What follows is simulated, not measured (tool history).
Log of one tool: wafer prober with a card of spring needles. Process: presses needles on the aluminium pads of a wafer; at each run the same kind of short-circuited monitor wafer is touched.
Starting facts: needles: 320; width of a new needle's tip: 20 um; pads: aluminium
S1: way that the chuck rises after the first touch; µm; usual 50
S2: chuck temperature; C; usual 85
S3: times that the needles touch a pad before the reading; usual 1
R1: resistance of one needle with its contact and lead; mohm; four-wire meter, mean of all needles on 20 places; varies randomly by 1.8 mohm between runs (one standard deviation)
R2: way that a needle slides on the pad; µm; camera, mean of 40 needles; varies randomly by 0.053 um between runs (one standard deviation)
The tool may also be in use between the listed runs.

run	hour	S1	S2	S3	R1	R2
1	0.0	50	85	1	289	12.07
# hour 5.2: tips cleaned on abrasive film
2	6.7	66	85	1	201	16.20
3	15.2	37	85	1	402	8.96
# hour 17.8: tips cleaned on abrasive film
4	25.7	37	85	1	384	8.86
# hour 31.0: tips cleaned on abrasive film
5	31.0	50	85	1	205	12.09
6	42.0	50	30	1	307	12.16
# hour 43.7: tips cleaned on abrasive film
7	49.7	50	30	1	262	12.12
# hour 56.7: tips cleaned on abrasive film
8	60.3	37	30	1	289	8.80
# hour 69.4: tips cleaned on abrasive film
9	72.3	50	26	1	234	12.00
# hour 82.8: tips cleaned on abrasive film
10	83.2	50	26	1	199	12.03
11	91.9	50	85	1	296	12.13
# hour 95.6: tips cleaned on abrasive film
# hour 100.8: height of the first contact set anew
12	100.8	50	85	1	255	12.58
# hour 108.5: tips cleaned on abrasive film
13	113.3	50	26	1	249	12.50
# hour 121.3: tips cleaned on abrasive film
14	124.2	50	26	1	228	12.55
# hour 134.2: tips cleaned on abrasive film
15	135.9	50	123	1	227	12.58
# hour 147.1: tips cleaned on abrasive film
16	147.1	49	121	3	201	12.16
17	155.4	49	121	3	234	12.26
# hour 160.3: tips cleaned on abrasive film
18	164.5	50	85	1	253	12.41
# hour 173.4: tips cleaned on abrasive film
19	173.4	56	107	2	195	13.99
20	184.0	56	107	2	246	13.96
# hour 186.5: tips cleaned on abrasive film
21	196.4	50	45	1	302	12.54
# hour 199.4: tips cleaned on abrasive film
22	201.5	35	85	1	273	8.79
23	206.7	35	85	1	378	8.67
# hour 212.3: tips cleaned on abrasive film
24	219.1	61	85	1	243	15.15
# hour 225.8: tips cleaned on abrasive film
25	225.8	58	99	1	194	14.45
26	236.5	50	34	2	253	12.38
# hour 238.6: tips cleaned on abrasive film
27	248.6	50	34	2	252	12.46
# hour 251.6: tips cleaned on abrasive film
28	257.8	45	76	1	292	11.15

Each row is a separate what-if for the run after 28, all from the same tool condition, not one after another. Results?
# hour 264.4: tips cleaned on abrasive film
A	265.7	60	52	2	?	?
# hour 264.4: tips cleaned on abrasive film
B	265.7	45	62	3	?	?
# hour 264.4: tips cleaned on abrasive film
C	265.7	54	80	1	?	?
# hour 264.4: tips cleaned on abrasive film
D	265.7	36	56	2	?	?

run	R1	R2
A	189	14.87
B	196	11.17
C	205	13.41
D	224	8.87
Without the tool's unlogged condition, the same runs would have read:
run	R1	R2
A	176	15.04
B	183	11.33
C	181	13.57
D	191	9.04
